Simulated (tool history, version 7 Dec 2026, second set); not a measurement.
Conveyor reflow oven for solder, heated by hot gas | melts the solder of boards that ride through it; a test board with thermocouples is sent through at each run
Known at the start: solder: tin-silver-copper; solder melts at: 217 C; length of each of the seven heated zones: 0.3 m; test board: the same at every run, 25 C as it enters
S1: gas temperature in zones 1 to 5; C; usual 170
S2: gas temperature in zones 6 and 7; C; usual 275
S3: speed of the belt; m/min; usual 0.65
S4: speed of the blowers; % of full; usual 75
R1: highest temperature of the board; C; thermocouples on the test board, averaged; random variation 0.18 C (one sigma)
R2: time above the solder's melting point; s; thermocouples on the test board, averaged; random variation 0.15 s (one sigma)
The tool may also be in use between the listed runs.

run 1 hour=0 | S1=170 S2=275 S3=0.65 S4=75 | R1=263 R2=46.9
run 2 hour=46.4 | S1=170 S2=275 S3=0.65 S4=75 | R1=263.1 R2=46.7
run 3 hour=95.4 | S1=170 S2=275 S3=0.65 S4=75 | R1=263.1 R2=46.6
run 4 hour=131.4 | S1=170 S2=275 S3=0.65 S4=75 | R1=263.2 R2=46.6
run 5 hour=168.7 | S1=170 S2=275 S3=0.65 S4=75 | R1=263.4 R2=46.6
run 6 hour=208.2 | S1=170 S2=275 S3=0.65 S4=75 | R1=263.5 R2=46.8
-- hour=228.8 flux residue cleaned out of gas plates and filters
run 7 hour=270.2 | S1=170 S2=283 S3=0.65 S4=75 | R1=270.7 R2=49.5
run 8 hour=312.4 | S1=170 S2=283 S3=0.65 S4=75 | R1=270.5 R2=49.2
run 9 hour=378.7 | S1=157 S2=275 S3=0.65 S4=75 | R1=261.7 R2=43.1
run 10 hour=440.1 | S1=170 S2=286 S3=0.65 S4=75 | R1=273.4 R2=49.8
run 11 hour=477.5 | S1=170 S2=286 S3=0.65 S4=75 | R1=273.5 R2=49.8
-- hour=518.3 flux residue cleaned out of gas plates and filters, once more
run 12 hour=558.7 | S1=170 S2=286 S3=0.65 S4=75 | R1=274.7 R2=50.6
run 13 hour=603.4 | S1=170 S2=275 S3=0.65 S4=75 | R1=264.2 R2=47.2
run 14 hour=678.3 | S1=170 S2=275 S3=0.652 S4=75 | R1=264 R2=47.2
run 15 hour=727.9 | S1=170 S2=275 S3=0.652 S4=75 | R1=264.1 R2=47.1
run 16 hour=782.3 | S1=165 S2=275 S3=0.65 S4=82 | R1=265.2 R2=46.7
run 17 hour=850.4 | S1=180 S2=275 S3=0.631 S4=82 | R1=267 R2=52.5
run 18 hour=908.7 | S1=170 S2=289 S3=0.685 S4=75 | R1=275.7 R2=48.6
run 19 hour=982.5 | S1=157 S2=282 S3=0.55 S4=54 | R1=271 R2=55.6
-- hour=994.2 flux residue cleaned out of gas plates and filters
run 20 hour=1045.7 | S1=170 S2=287 S3=0.65 S4=70 | R1=275.2 R2=51.2
run 21 hour=1079.8 | S1=170 S2=287 S3=0.65 S4=70 | R1=275.1 R2=50.9
run 22 hour=1130.8 | S1=170 S2=264 S3=0.65 S4=75 | R1=254.7 R2=43.8
run 23 hour=1201 | S1=183 S2=284 S3=0.704 S4=67 | R1=271.5 R2=48.8
run 24 hour=1271.4 | S1=183 S2=284 S3=0.704 S4=67 | R1=271.6 R2=48.8
run 25 hour=1328.4 | S1=170 S2=275 S3=0.606 S4=75 | R1=266.9 R2=51.8
-- hour=1364.9 thermocouples of zones 6 and 7 changed
run 26 hour=1368.3 | S1=170 S2=286 S3=0.606 S4=75 | R1=275.2 R2=54.8
run 27 hour=1419 | S1=166 S2=268 S3=0.589 S4=70 | R1=258.2 R2=49.2
run 28 hour=1459.8 | S1=166 S2=268 S3=0.589 S4=70 | R1=257.8 R2=49
-- hour=1472 flux residue cleaned out of gas plates and filters
run 29 hour=1516.9 | S1=163 S2=275 S3=0.65 S4=60 | R1=259.7 R2=43.8
run 30 hour=1582.3 | S1=178 S2=284 S3=0.65 S4=81 | R1=273.9 R2=52.7

Forecast each of these 4 alternatives for the next run:
run A hour=1657.5 | S1=178 S2=280 S3=0.526 S4=81 | R1=? R2=?
run B hour=1657.5 | S1=170 S2=286 S3=0.626 S4=53 | R1=? R2=?
run C hour=1657.5 | S1=178 S2=289 S3=0.65 S4=76 | R1=? R2=?
run D hour=1657.5 | S1=177 S2=284 S3=0.65 S4=75 | R1=? R2=?

run=A R1=274.2 R2=65.6
run=B R1=270.6 R2=51.4
run=C R1=277.5 R2=53.3
run=D R1=272.8 R2=51.8
Without the tool's hidden state the same runs would have given:
run=A R1=273.6 R2=63.9
run=B R1=269.7 R2=49.8
run=C R1=276.7 R2=51.9
run=D R1=272.1 R2=50.3
